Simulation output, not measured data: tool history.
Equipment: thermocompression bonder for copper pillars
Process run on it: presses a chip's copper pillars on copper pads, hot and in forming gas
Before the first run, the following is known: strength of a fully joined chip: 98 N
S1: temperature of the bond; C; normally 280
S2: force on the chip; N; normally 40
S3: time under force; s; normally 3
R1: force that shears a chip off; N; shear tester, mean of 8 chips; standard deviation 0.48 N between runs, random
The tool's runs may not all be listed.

run   hour   S1  S2  S3    R1
  1    0.0  280  40   3  36.8
  2   28.3  280  40   3  35.8
  3   57.6  280  40   3  36.0
  4   93.6  280  40   3  36.8
  5  148.7  280  40   3  36.0
  6  173.6  280  40   3  36.7
  7  209.2  280  40   3  36.5
  8  246.5  280  40   3  36.7
  9  271.8  280  35   3  32.8
 10  317.1  280  40   3  35.9
 11  346.7  280  40   3  35.5
 12  404.3  280  30   6  37.7
 13  461.7  297  55   3  54.9
 14  510.3  297  55   3  55.9
 15  550.1  268  42   2  27.0
 16  590.7  310  46   2  48.3
 17  643.5  306  56   7  76.4
 18  678.6  254  28   8  27.7
 19  706.1  309  24   4  38.2
 20  739.4  271  60   5  52.5
 21  766.2  259  60   3  38.3
 22  814.6  273  25   7  31.4

Missing from the log above: 2 entries noted between runs. For each, name the pair of listed runs it sits between and say how the tool's hidden condition differs from the listed run just before to the listed run just after:
Logged between run 13 and run 14: forming gas filter changed (hour 482.6)
  oxide that the forming gas leaves, % of the face: 0.68 -> 0.51
Logged between run 18 and run 19: heater calibrated with a thermocouple chip (hour 688.8)
  true temperature of the bond over the reading, C: -0.1 -> 0; oxide that the forming gas leaves, % of the face: 0.58 -> 0.59

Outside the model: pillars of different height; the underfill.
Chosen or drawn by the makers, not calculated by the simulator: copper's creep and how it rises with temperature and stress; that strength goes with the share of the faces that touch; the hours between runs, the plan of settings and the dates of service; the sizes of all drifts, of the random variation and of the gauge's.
